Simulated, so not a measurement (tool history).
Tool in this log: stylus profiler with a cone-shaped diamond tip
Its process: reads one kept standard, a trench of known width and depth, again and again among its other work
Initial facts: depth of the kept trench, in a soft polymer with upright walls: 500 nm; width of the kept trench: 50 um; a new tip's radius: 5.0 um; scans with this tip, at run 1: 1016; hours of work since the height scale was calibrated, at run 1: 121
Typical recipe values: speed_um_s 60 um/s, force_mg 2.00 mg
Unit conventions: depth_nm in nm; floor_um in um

run,hour,speed_um_s,force_mg,scans with this tip,hours of work since the height scale was calibrated,depth_nm,floor_um
1,0.0,60,2.00,1016,121,503.64,45.25
2,8.1,60,1.20,1046,125,502.45,45.18
3,16.8,109,2.00,1078,128,503.71,45.14
4,24.3,60,1.06,1106,132,502.61,45.14
5,34.5,86,2.00,1144,136,503.69,45.14
6,44.8,60,5.98,1183,141,507.28,45.32
7,53.9,60,2.00,1216,145,503.67,45.25
8,63.6,60,2.00,1252,149,503.51,45.25
9,76.6,60,2.00,1301,155,503.36,45.21
10,83.3,60,2.00,1326,158,503.68,45.21
11,98.2,60,2.00,1381,164,503.29,45.17
12,111.3,57,2.00,1430,170,503.40,45.25
13,120.8,57,2.00,1465,174,503.62,45.26
14,127.6,57,2.00,1490,177,503.60,45.17
15,136.0,18,1.22,1521,181,502.77,45.31
16,147.3,49,1.22,1563,186,502.65,45.17
17,154.7,49,1.22,1591,189,502.37,45.17
18,163.4,49,1.22,1623,193,502.33,45.19
19,176.4,49,1.22,1672,199,502.73,45.13
20,187.7,167,5.43,1713,204,506.83,45.01
21,200.1,79,2.04,1759,210,503.37,45.05
22,214.6,62,1.82,1814,216,503.24,45.17
23,228.8,62,1.82,1866,222,503.24,45.15
24,241.7,160,4.56,1914,228,506.22,44.96
25,252.8,114,5.00,1956,233,506.45,45.12
26,259.7,17,2.36,1981,236,503.94,45.25
27,275.9,73,1.13,2041,243,502.33,45.07
28,285.5,73,1.13,2077,247,501.98,45.01

Subtracting, for every run, the result it would have given without the tool's unlogged condition from the measured result gives the following. The same run-to-run variation enters both numbers; the gauge's scatter may not:
Hidden conditions of the tool in this case: radius of the tip, um; height scale over the true one, %; drift of the gauge itself on depth_nm, %; drift of the gauge itself on floor_um, %.
run,floor_um
1,-0.19
2,-0.19
3,-0.20
4,-0.21
5,-0.20
6,-0.21
7,-0.22
8,-0.22
9,-0.23
10,-0.23
11,-0.24
12,-0.25
13,-0.25
14,-0.26
15,-0.25
16,-0.27
17,-0.27
18,-0.27
19,-0.28
20,-0.28
21,-0.29
22,-0.30
23,-0.31
24,-0.32
25,-0.31
26,-0.32
27,-0.33
28,-0.33
depth_nm: differs from the measured result by no more than 0.11 nm in any run.
